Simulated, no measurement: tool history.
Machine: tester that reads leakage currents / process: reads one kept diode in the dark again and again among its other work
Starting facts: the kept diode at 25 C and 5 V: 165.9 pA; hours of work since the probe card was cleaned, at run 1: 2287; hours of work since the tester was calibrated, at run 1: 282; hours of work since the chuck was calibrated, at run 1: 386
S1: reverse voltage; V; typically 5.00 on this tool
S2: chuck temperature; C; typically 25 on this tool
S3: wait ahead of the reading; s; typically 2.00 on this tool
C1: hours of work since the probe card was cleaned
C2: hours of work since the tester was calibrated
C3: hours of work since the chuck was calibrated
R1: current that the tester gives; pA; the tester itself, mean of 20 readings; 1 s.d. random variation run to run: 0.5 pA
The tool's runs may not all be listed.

run    hour    S1  S2    S3    C1   C2    C3       R1
  1     0.0  5.00  25  2.00  2287  282   386   169.06
  2   129.3  5.00  25  2.00  2362  357   461   167.90
  3   204.3  5.00  25  2.00  2406  401   505   166.13
  4   293.2  5.00  25  2.00  2457  452   556   165.80
  5   366.9  5.00  25  2.00  2500  495   599   165.37
  6   477.6  5.00  25  2.00  2565  560   664   165.02
      547.6  -- probe card cleaned and baked
  7   602.6  5.00  25  2.00    32  631   735   157.49
  8   723.4  5.00  25  9.80   102  701   805   155.38
  9   821.0  5.00  29  9.80   159  758   862   226.04
 10   919.0  5.00  29  9.80   216  815   919   224.86
      929.8  -- tester calibrated
 11  1026.9  4.23  21  2.00   278   56   980    96.90
 12  1145.7  8.85  21  4.87   347  126  1049   140.65
 13  1245.7  4.12  51  1.21   405  184  1107  1319.51

Predict the results of run 14:
 14  1301.9  5.00  25  0.94  438  216  1140   ?

{"run 14": {"R1": 153.59}}
The same run, on a tool lacking any hidden state, would have yielded R1 167.58 pA.

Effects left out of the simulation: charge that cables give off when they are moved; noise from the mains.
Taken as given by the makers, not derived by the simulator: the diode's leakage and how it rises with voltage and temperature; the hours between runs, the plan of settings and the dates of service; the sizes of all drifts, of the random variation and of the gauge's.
